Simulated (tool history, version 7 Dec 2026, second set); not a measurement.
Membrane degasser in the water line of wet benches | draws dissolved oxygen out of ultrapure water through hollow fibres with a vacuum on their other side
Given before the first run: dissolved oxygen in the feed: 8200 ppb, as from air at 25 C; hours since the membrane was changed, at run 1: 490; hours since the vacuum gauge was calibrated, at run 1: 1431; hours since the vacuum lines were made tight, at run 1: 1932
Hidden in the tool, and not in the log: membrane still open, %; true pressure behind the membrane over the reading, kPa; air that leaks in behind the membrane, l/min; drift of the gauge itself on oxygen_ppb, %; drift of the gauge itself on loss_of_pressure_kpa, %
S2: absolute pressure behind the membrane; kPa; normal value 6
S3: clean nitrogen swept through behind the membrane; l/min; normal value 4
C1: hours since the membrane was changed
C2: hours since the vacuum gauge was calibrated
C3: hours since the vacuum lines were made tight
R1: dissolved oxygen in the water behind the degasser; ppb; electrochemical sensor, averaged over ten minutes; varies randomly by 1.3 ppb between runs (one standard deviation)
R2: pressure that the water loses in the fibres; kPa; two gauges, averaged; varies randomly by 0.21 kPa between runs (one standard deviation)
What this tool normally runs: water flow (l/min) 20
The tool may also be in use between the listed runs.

{"run": 1, "day": 0.0, "water flow (l/min)": 20, "S2": 6, "S3": 4, "C1": 490, "C2": 1431, "C3": 1932, "R1": 123, "R2": 48.43}
{"run": 2, "day": 7.788, "water flow (l/min)": 20, "S2": 6, "S3": 4, "C1": 677, "C2": 1618, "C3": 2118, "R1": 125.2, "R2": 48.42}
{"run": 3, "day": 14.529, "water flow (l/min)": 20, "S2": 6, "S3": 4, "C1": 839, "C2": 1780, "C3": 2280, "R1": 123, "R2": 48.6}
{"run": 4, "day": 27.342, "water flow (l/min)": 20, "S2": 6, "S3": 4, "C1": 1147, "C2": 2088, "C3": 2588, "R1": 122.8, "R2": 48.39}
{"run": 5, "day": 35.7, "water flow (l/min)": 15, "S2": 6, "S3": 4, "C1": 1347, "C2": 2288, "C3": 2788, "R1": 73.2, "R2": 36.13}
{"run": 6, "day": 49.842, "water flow (l/min)": 27, "S2": 6, "S3": 4, "C1": 1686, "C2": 2627, "C3": 3128, "R1": 205.7, "R2": 65.56}
{"run": 7, "day": 60.979, "water flow (l/min)": 27, "S2": 6, "S3": 4, "C1": 1954, "C2": 2895, "C3": 3395, "R1": 205.7, "R2": 65.35}
{"day": 69.271, "done": "seals of the vacuum lines changed"}
{"run": 8, "day": 69.271, "water flow (l/min)": 20, "S2": 6, "S3": 4, "C1": 2151, "C2": 3092, "C3": 0, "R1": 123.4, "R2": 48.45}
{"run": 9, "day": 78.162, "water flow (l/min)": 20, "S2": 6, "S3": 4, "C1": 2364, "C2": 3305, "C3": 213, "R1": 123.7, "R2": 48.71}
{"run": 10, "day": 90.692, "water flow (l/min)": 20, "S2": 6, "S3": 4, "C1": 2665, "C2": 3606, "C3": 514, "R1": 123.8, "R2": 48.45}
{"run": 11, "day": 100.867, "water flow (l/min)": 20, "S2": 6.16, "S3": 4, "C1": 2909, "C2": 3850, "C3": 758, "R1": 123.9, "R2": 48.44}
{"run": 12, "day": 112.875, "water flow (l/min)": 20, "S2": 6.16, "S3": 4, "C1": 3197, "C2": 4138, "C3": 1047, "R1": 123.4, "R2": 48.24}
{"run": 13, "day": 123.35, "water flow (l/min)": 20, "S2": 6, "S3": 1.77, "C1": 3449, "C2": 4390, "C3": 1298, "R1": 161.3, "R2": 48.55}
{"run": 14, "day": 129.258, "water flow (l/min)": 20, "S2": 6, "S3": 4, "C1": 3590, "C2": 4532, "C3": 1440, "R1": 125.7, "R2": 48.44}
{"run": 15, "day": 138.471, "water flow (l/min)": 20, "S2": 6, "S3": 4, "C1": 3812, "C2": 4753, "C3": 1661, "R1": 123, "R2": 48.53}
{"run": 16, "day": 150.721, "water flow (l/min)": 20, "S2": 6, "S3": 4, "C1": 4106, "C2": 5047, "C3": 1955, "R1": 124.3, "R2": 48.46}
{"run": 17, "day": 158.65, "water flow (l/min)": 17, "S2": 6, "S3": 8.96, "C1": 4296, "C2": 5237, "C3": 2145, "R1": 75.9, "R2": 40.93}
{"run": 18, "day": 169.771, "water flow (l/min)": 14, "S2": 6, "S3": 5.62, "C1": 4563, "C2": 5504, "C3": 2412, "R1": 57.3, "R2": 34.03}
{"run": 19, "day": 182.083, "water flow (l/min)": 31, "S2": 12.71, "S3": 2.87, "C1": 4858, "C2": 5799, "C3": 2708, "R1": 432.6, "R2": 74.98}
{"run": 20, "day": 189.658, "water flow (l/min)": 31, "S2": 12.71, "S3": 2.87, "C1": 5040, "C2": 5981, "C3": 2889, "R1": 428.8, "R2": 75.59}
{"run": 21, "day": 198.317, "water flow (l/min)": 13, "S2": 7.46, "S3": 4, "C1": 5248, "C2": 6189, "C3": 3097, "R1": 67.1, "R2": 31.33}
{"run": 22, "day": 210.292, "water flow (l/min)": 13, "S2": 6.65, "S3": 6.16, "C1": 5535, "C2": 6476, "C3": 3385, "R1": 51.1, "R2": 31.63}
{"day": 218.992, "done": "seals of the vacuum lines changed"}
{"run": 23, "day": 222.6, "water flow (l/min)": 23, "S2": 6, "S3": 10.58, "C1": 5829, "C2": 6770, "C3": 87, "R1": 136.9, "R2": 55.91}
{"run": 24, "day": 233.325, "water flow (l/min)": 23, "S2": 6, "S3": 10.58, "C1": 6086, "C2": 7027, "C3": 344, "R1": 132.9, "R2": 55.22}
{"run": 25, "day": 242.975, "water flow (l/min)": 32, "S2": 6, "S3": 1.81, "C1": 6318, "C2": 7259, "C3": 576, "R1": 313.6, "R2": 77.75}
{"run": 26, "day": 251.55, "water flow (l/min)": 32, "S2": 3.89, "S3": 6.72, "C1": 6524, "C2": 7465, "C3": 781, "R1": 220.6, "R2": 77.35}
{"day": 255.833, "done": "vacuum gauge calibrated"}
{"run": 27, "day": 261.204, "water flow (l/min)": 19, "S2": 10.71, "S3": 2.63, "C1": 6755, "C2": 129, "C3": 1013, "R1": 209.1, "R2": 46.05}
{"run": 28, "day": 268.262, "water flow (l/min)": 27, "S2": 12.27, "S3": 4, "C1": 6924, "C2": 298, "C3": 1182, "R1": 301.5, "R2": 65.51}
{"run": 29, "day": 282.338, "water flow (l/min)": 27, "S2": 12.27, "S3": 4, "C1": 7262, "C2": 636, "C3": 1520, "R1": 299.8, "R2": 65.33}
{"run": 30, "day": 289.583, "water flow (l/min)": 20, "S2": 6.47, "S3": 4.21, "C1": 7436, "C2": 810, "C3": 1694, "R1": 126.7, "R2": 48.36}
{"run": 31, "day": 297.092, "water flow (l/min)": 20, "S2": 6.47, "S3": 4.21, "C1": 7616, "C2": 990, "C3": 1874, "R1": 126.1, "R2": 48.42}
{"run": 32, "day": 308.917, "water flow (l/min)": 32, "S2": 14.33, "S3": 2.15, "C1": 7900, "C2": 1274, "C3": 2158, "R1": 574.9, "R2": 77.56}

3 options for the next run, each taken on its own from the tool as it stands now. Forecast them:
{"run": "A", "day": 320.904, "water flow (l/min)": 13, "S2": 10.09, "S3": 9.67, "C1": 8188, "C2": 1562, "C3": 2445, "R1": "?", "R2": "?"}
{"run": "B", "day": 320.904, "water flow (l/min)": 32, "S2": 14.33, "S3": 3.63, "C1": 8188, "C2": 1562, "C3": 2445, "R1": "?", "R2": "?"}
{"run": "C", "day": 320.904, "water flow (l/min)": 25, "S2": 10.83, "S3": 1.67, "C1": 8188, "C2": 1562, "C3": 2445, "R1": "?", "R2": "?"}

run=A R1=57.8 R2=31.63
run=B R1=427.5 R2=77.53
run=C R1=386.5 R2=61.02
Stripped of hidden state, with their random variation kept, the same runs would have yielded:
run=A R1=57.7 R2=31.62
run=B R1=427.1 R2=77.49
run=C R1=386.1 R2=60.99
